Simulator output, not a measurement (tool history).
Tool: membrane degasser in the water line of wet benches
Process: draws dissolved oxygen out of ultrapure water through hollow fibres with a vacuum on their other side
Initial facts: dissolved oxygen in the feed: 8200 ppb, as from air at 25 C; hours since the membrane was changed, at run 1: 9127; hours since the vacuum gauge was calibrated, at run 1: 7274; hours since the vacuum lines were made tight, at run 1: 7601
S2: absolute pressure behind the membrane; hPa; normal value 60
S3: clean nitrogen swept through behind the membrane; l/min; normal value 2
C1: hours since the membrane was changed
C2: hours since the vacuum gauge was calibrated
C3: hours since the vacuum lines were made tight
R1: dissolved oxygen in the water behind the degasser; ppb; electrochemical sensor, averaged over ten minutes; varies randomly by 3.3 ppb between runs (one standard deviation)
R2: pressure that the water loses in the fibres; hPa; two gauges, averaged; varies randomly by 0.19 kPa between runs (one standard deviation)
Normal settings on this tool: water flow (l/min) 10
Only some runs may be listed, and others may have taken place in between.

run 1 day=0 | water_flow_(l/min)=10 S2=60 S3=2 | C1=9127 C2=7274 C3=7601 | R1=324.6 R2=378.4
-- day=4.2 vacuum gauge calibrated
run 2 day=10.975 | water_flow_(l/min)=14 S2=60 S3=2 | C1=9390 C2=163 C3=7864 | R1=527.5 R2=526.1
run 3 day=22.1 | water_flow_(l/min)=10 S2=60 S3=3.08 | C1=9657 C2=430 C3=8131 | R1=323.3 R2=379.3
run 4 day=27.704 | water_flow_(l/min)=10 S2=60 S3=2 | C1=9792 C2=564 C3=8265 | R1=328.3 R2=379.2
run 5 day=39.908 | water_flow_(l/min)=10 S2=60 S3=2 | C1=10085 C2=857 C3=8558 | R1=329.1 R2=383
run 6 day=49.733 | water_flow_(l/min)=10 S2=114.5 S3=2 | C1=10320 C2=1093 C3=8794 | R1=388 R2=383
run 7 day=54.838 | water_flow_(l/min)=10 S2=114.5 S3=2 | C1=10443 C2=1215 C3=8916 | R1=390.3 R2=380.1
run 8 day=64.558 | water_flow_(l/min)=10 S2=60 S3=2 | C1=10676 C2=1449 C3=9150 | R1=330.9 R2=382.5
run 9 day=71.621 | water_flow_(l/min)=10 S2=67.2 S3=2 | C1=10846 C2=1618 C3=9319 | R1=341.4 R2=385.6
run 10 day=83.125 | water_flow_(l/min)=10 S2=60 S3=2 | C1=11122 C2=1894 C3=9595 | R1=336.9 R2=384.3
run 11 day=92.021 | water_flow_(l/min)=10 S2=37.7 S3=2 | C1=11335 C2=2108 C3=9809 | R1=303.7 R2=383.5
run 12 day=103.912 | water_flow_(l/min)=10 S2=37.7 S3=2 | C1=11621 C2=2393 C3=10094 | R1=303.8 R2=381.6
run 13 day=114.5 | water_flow_(l/min)=10 S2=37.7 S3=2 | C1=11875 C2=2647 C3=10348 | R1=304.1 R2=382.6
run 14 day=121.071 | water_flow_(l/min)=10 S2=37.7 S3=2 | C1=12033 C2=2805 C3=10506 | R1=310 R2=384.4
run 15 day=132.408 | water_flow_(l/min)=10 S2=37.7 S3=2 | C1=12305 C2=3077 C3=10778 | R1=304.8 R2=387.2
run 16 day=141.212 | water_flow_(l/min)=10 S2=60 S3=2 | C1=12516 C2=3288 C3=10989 | R1=331.9 R2=387.6
-- day=149.262 seals of the vacuum lines changed
run 17 day=149.262 | water_flow_(l/min)=10 S2=60 S3=2 | C1=12707 C2=3480 C3=0 | R1=328.7 R2=382.4
run 18 day=157.333 | water_flow_(l/min)=10 S2=118.3 S3=1.16 | C1=12901 C2=3673 C3=194 | R1=458.8 R2=388.2
run 19 day=168.221 | water_flow_(l/min)=14 S2=133.7 S3=5.24 | C1=13162 C2=3935 C3=455 | R1=553.4 R2=539.6
-- day=173.812 gauge calibrated
run 20 day=180.088 | water_flow_(l/min)=14 S2=133.7 S3=5.24 | C1=13447 C2=4219 C3=740 | R1=543.7 R2=528.3
run 21 day=192.175 | water_flow_(l/min)=9 S2=60 S3=4.5 | C1=13737 C2=4509 C3=1030 | R1=268.9 R2=343.3
run 22 day=204.533 | water_flow_(l/min)=10 S2=71.1 S3=2.66 | C1=14034 C2=4806 C3=1327 | R1=331.9 R2=376.6
run 23 day=213.696 | water_flow_(l/min)=13 S2=146.1 S3=1.07 | C1=14254 C2=5026 C3=1546 | R1=727 R2=494.3
run 24 day=224.562 | water_flow_(l/min)=12 S2=76.4 S3=3.08 | C1=14514 C2=5287 C3=1807 | R1=437.4 R2=458.8
run 25 day=235.829 | water_flow_(l/min)=9 S2=76.4 S3=3.08 | C1=14785 C2=5557 C3=2078 | R1=281.7 R2=343.8
run 26 day=242.75 | water_flow_(l/min)=9 S2=51.2 S3=1.89 | C1=14951 C2=5723 C3=2244 | R1=272.2 R2=344.1
run 27 day=248.042 | water_flow_(l/min)=12 S2=79.3 S3=3.42 | C1=15078 C2=5850 C3=2371 | R1=435.4 R2=460.9
run 28 day=258.762 | water_flow_(l/min)=10 S2=132.7 S3=5.77 | C1=15335 C2=6107 C3=2628 | R1=342.5 R2=380.6
run 29 day=271.079 | water_flow_(l/min)=10 S2=132.7 S3=5.77 | C1=15631 C2=6403 C3=2924 | R1=335.8 R2=383.1
run 30 day=282.204 | water_flow_(l/min)=10 S2=132.7 S3=5.77 | C1=15898 C2=6670 C3=3191 | R1=334.8 R2=385.5
run 31 day=287.308 | water_flow_(l/min)=10 S2=132.7 S3=5.77 | C1=16020 C2=6793 C3=3313 | R1=339 R2=385.5

Forecast each of these 4 alternatives for the next run:
run A day=297.2 | water_flow_(l/min)=11 S2=102.7 S3=2 | C1=16258 C2=7030 C3=3550 | R1=? R2=?
run B day=297.2 | water_flow_(l/min)=16 S2=100.9 S3=0.89 | C1=16258 C2=7030 C3=3550 | R1=? R2=?
run C day=297.2 | water_flow_(l/min)=8 S2=88.5 S3=5 | C1=16258 C2=7030 C3=3550 | R1=? R2=?
run D day=297.2 | water_flow_(l/min)=10 S2=114.1 S3=2.84 | C1=16258 C2=7030 C3=3550 | R1=? R2=?

run=A R1=425 R2=424.5
run=B R1=824.2 R2=616
run=C R1=226.5 R2=306.6
run=D R1=353.3 R2=388.1
What these runs would have given with no unlogged condition in the tool:
run=A R1=424.2 R2=416.2
run=B R1=823 R2=603.8
run=C R1=225.9 R2=300.5
run=D R1=352.5 R2=380.5

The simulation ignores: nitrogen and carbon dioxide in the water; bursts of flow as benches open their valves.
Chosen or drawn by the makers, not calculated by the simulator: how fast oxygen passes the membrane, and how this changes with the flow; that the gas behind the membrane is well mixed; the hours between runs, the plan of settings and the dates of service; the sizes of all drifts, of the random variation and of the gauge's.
